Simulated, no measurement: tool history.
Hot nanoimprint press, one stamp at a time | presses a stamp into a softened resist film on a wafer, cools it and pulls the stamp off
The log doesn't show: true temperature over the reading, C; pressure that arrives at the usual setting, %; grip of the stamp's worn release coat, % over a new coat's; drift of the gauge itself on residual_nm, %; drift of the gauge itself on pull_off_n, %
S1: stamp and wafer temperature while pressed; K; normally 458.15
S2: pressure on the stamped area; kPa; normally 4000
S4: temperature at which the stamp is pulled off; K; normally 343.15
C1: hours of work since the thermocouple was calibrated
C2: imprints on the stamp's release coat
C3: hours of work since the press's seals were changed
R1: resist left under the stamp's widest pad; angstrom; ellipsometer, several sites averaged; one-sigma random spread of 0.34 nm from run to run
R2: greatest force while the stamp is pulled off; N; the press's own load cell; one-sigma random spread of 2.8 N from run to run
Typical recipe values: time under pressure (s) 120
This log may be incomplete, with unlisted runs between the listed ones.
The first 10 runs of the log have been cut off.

{"run": 11, "day": 3.321, "S1": 458.15, "S2": 4000, "time under pressure (s)": 120, "S4": 343.15, "C1": 215, "C2": 502, "C3": 234, "R1": 1732, "R2": 139}
{"run": 12, "day": 3.55, "S1": 458.15, "S2": 4000, "time under pressure (s)": 120, "S4": 343.15, "C1": 218, "C2": 516, "C3": 237, "R1": 1732, "R2": 139}
{"run": 13, "day": 3.767, "S1": 448.15, "S2": 4000, "time under pressure (s)": 120, "S4": 343.15, "C1": 220, "C2": 530, "C3": 239, "R1": 2225, "R2": 146}
{"run": 14, "day": 4.121, "S1": 458.15, "S2": 4000, "time under pressure (s)": 178, "S4": 343.15, "C1": 224, "C2": 552, "C3": 243, "R1": 1481, "R2": 145}
{"run": 15, "day": 4.654, "S1": 458.15, "S2": 3520, "time under pressure (s)": 120, "S4": 343.15, "C1": 230, "C2": 585, "C3": 249, "R1": 1816, "R2": 148}
{"run": 16, "day": 4.883, "S1": 458.15, "S2": 4000, "time under pressure (s)": 95, "S4": 343.15, "C1": 232, "C2": 599, "C3": 251, "R1": 1878, "R2": 148}
{"run": 17, "day": 5.221, "S1": 458.15, "S2": 4000, "time under pressure (s)": 66, "S4": 343.15, "C1": 236, "C2": 620, "C3": 255, "R1": 2122, "R2": 143}
{"run": 18, "day": 5.704, "S1": 467.15, "S2": 5670, "time under pressure (s)": 181, "S4": 342.15, "C1": 241, "C2": 650, "C3": 260, "R1": 982, "R2": 150}
{"run": 19, "day": 6.146, "S1": 454.15, "S2": 4000, "time under pressure (s)": 104, "S4": 343.15, "C1": 246, "C2": 678, "C3": 265, "R1": 2010, "R2": 141}
{"run": 20, "day": 6.667, "S1": 458.15, "S2": 4000, "time under pressure (s)": 170, "S4": 343.15, "C1": 251, "C2": 710, "C3": 270, "R1": 1503, "R2": 144}
{"run": 21, "day": 7.1, "S1": 458.15, "S2": 3020, "time under pressure (s)": 171, "S4": 343.15, "C1": 256, "C2": 737, "C3": 275, "R1": 1675, "R2": 143}
{"run": 22, "day": 7.562, "S1": 458.15, "S2": 2900, "time under pressure (s)": 139, "S4": 343.15, "C1": 261, "C2": 766, "C3": 280, "R1": 1845, "R2": 146}
{"run": 23, "day": 7.975, "S1": 458.15, "S2": 2900, "time under pressure (s)": 139, "S4": 343.15, "C1": 265, "C2": 792, "C3": 284, "R1": 1840, "R2": 148}
{"run": 24, "day": 8.483, "S1": 448.15, "S2": 2900, "time under pressure (s)": 91, "S4": 343.15, "C1": 271, "C2": 824, "C3": 290, "R1": 2588, "R2": 148}
{"run": 25, "day": 9.008, "S1": 449.15, "S2": 2900, "time under pressure (s)": 161, "S4": 342.15, "C1": 276, "C2": 856, "C3": 295, "R1": 2182, "R2": 160}
{"day": 9.212, "done": "plate thermocouple calibrated"}
{"run": 26, "day": 9.571, "S1": 458.15, "S2": 3120, "time under pressure (s)": 173, "S4": 341.15, "C1": 4, "C2": 883, "C3": 300, "R1": 1692, "R2": 164}
{"run": 27, "day": 9.962, "S1": 458.15, "S2": 4000, "time under pressure (s)": 185, "S4": 348.15, "C1": 8, "C2": 908, "C3": 304, "R1": 1500, "R2": 140}
{"run": 28, "day": 10.325, "S1": 458.15, "S2": 4000, "time under pressure (s)": 185, "S4": 348.15, "C1": 12, "C2": 930, "C3": 308, "R1": 1506, "R2": 134}
{"run": 29, "day": 10.588, "S1": 454.15, "S2": 6180, "time under pressure (s)": 120, "S4": 343.15, "C1": 15, "C2": 947, "C3": 311, "R1": 1680, "R2": 157}
{"run": 30, "day": 11.112, "S1": 458.15, "S2": 4860, "time under pressure (s)": 75, "S4": 343.15, "C1": 20, "C2": 979, "C3": 316, "R1": 1957, "R2": 155}
{"run": 31, "day": 11.508, "S1": 458.15, "S2": 4860, "time under pressure (s)": 75, "S4": 331.15, "C1": 25, "C2": 1004, "C3": 321, "R1": 1958, "R2": 209}

Predict each of these 3 candidate next runs independently; none follows another, all start after run 31:
{"run": "A", "day": 11.871, "S1": 458.15, "S2": 3910, "time under pressure (s)": 75, "S4": 351.15, "C1": 28, "C2": 1027, "C3": 324, "R1": "?", "R2": "?"}
{"run": "B", "day": 11.871, "S1": 457.15, "S2": 4000, "time under pressure (s)": 120, "S4": 343.15, "C1": 28, "C2": 1027, "C3": 324, "R1": "?", "R2": "?"}
{"run": "C", "day": 11.871, "S1": 458.15, "S2": 3510, "time under pressure (s)": 141, "S4": 334.15, "C1": 28, "C2": 1027, "C3": 324, "R1": "?", "R2": "?"}

run=A R1=2104 R2=127
run=B R1=1822 R2=157
run=C R1=1754 R2=196
What these runs would have given with no unlogged condition in the tool:
run=A R1=2091 R2=106
run=B R1=1809 R2=132
run=C R1=1742 R2=164
